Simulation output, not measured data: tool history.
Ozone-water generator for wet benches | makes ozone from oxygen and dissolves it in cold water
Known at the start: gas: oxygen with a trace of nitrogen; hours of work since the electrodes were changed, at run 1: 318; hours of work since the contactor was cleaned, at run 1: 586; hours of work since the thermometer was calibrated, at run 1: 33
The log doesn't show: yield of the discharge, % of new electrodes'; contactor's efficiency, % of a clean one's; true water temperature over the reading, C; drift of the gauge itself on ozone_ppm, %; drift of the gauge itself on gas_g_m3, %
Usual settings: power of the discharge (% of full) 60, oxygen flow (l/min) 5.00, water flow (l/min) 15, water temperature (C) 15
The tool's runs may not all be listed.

run	day	power of the discharge (% of full)	oxygen flow (l/min)	water flow (l/min)	water temperature (C)	hours of work since the electrodes were changed	hours of work since the contactor was cleaned	hours of work since the thermometer was calibrated	dissolved ozone (ppm)	ozone in the gas ahead of the water (g/m3)
1	0.000	60	5.00	15	15	318	586	33	20.7	206.3
2	1.338	60	5.00	15	15	344	612	59	20.7	205.1
3	3.050	60	5.00	18	15	377	645	92	17.9	205.2
4	4.529	60	5.00	18	15	405	673	121	18.1	207.0
5	6.642	60	5.00	18	9	446	714	162	19.6	205.5
6	7.854	60	5.00	18	9	470	737	185	19.5	206.0
7	9.812	60	5.00	18	11	507	775	223	19.1	205.7
8	11.525	60	5.00	18	11	540	808	256	19.0	206.1
9	13.612	60	5.00	15	15	581	848	296	20.4	206.3
10	15.029	60	5.00	15	13	608	876	323	21.2	205.2
11	16.675	60	5.00	15	13	640	907	355	21.1	205.4
12	18.508	60	5.00	15	13	675	943	390	21.2	206.7
13	19.438	60	5.00	15	15	693	961	408	20.2	205.1
14	20.946	60	5.00	15	15	722	990	437	20.6	205.2
# day 21.138: water thermometer calibrated
15	22.708	60	5.00	15	11	756	1023	30	21.6	204.1
16	24.008	79	5.00	15	11	781	1048	55	25.1	238.6
17	25.433	60	5.00	15	15	808	1076	83	20.2	206.8
18	26.921	60	5.00	15	14	837	1104	111	20.8	205.6
19	28.721	57	5.49	17	11	871	1139	146	19.0	186.4
20	30.267	86	8.69	15	15	901	1169	176	22.5	178.0
# day 30.888: water thermometer calibrated, once more
21	32.158	45	7.48	18	18	937	1205	25	13.5	137.3
22	34.062	57	3.76	18	9	974	1242	61	18.8	237.7
23	35.379	57	3.76	18	9	999	1267	87	18.6	236.5
24	36.742	57	3.76	18	9	1026	1293	113	18.3	234.8
25	37.808	60	4.98	11	20	1046	1314	133	23.0	204.1
26	39.825	60	4.98	11	20	1085	1353	172	23.1	204.2
27	41.971	60	3.13	10	16	1127	1394	214	28.2	270.8
28	43.371	60	3.13	10	16	1154	1421	241	27.8	272.5
29	45.521	76	4.80	10	16	1195	1463	282	30.0	238.2
30	47.417	76	4.80	10	16	1232	1499	319	29.6	238.9
31	49.462	60	5.00	15	12	1271	1539	358	21.3	203.1
32	50.346	50	5.00	9	12	1288	1556	375	27.1	183.1
33	51.450	50	5.00	9	12	1309	1577	396	27.1	186.0

The same runs without the tool's hidden state, with the same run-to-run variation:
run	dissolved ozone (ppm)	ozone in the gas ahead of the water (g/m3)
1	21.0	207.2
2	21.1	206.0
3	18.2	206.2
4	18.4	208.1
5	20.0	206.7
6	19.9	207.3
7	19.5	207.1
8	19.4	207.7
9	20.9	208.0
10	21.6	207.0
11	21.6	207.2
12	21.7	208.7
13	20.7	207.1
14	21.2	207.4
15	22.2	206.3
16	25.9	241.7
17	20.9	209.2
18	21.5	208.1
19	19.6	188.6
20	23.3	180.8
21	14.0	138.9
22	19.5	241.0
23	19.2	239.9
24	18.9	238.2
25	23.8	207.2
26	24.0	207.4
27	29.3	275.3
28	28.8	277.1
29	31.3	242.9
30	30.8	243.8
31	22.2	206.9
32	28.1	186.1
33	28.2	189.1
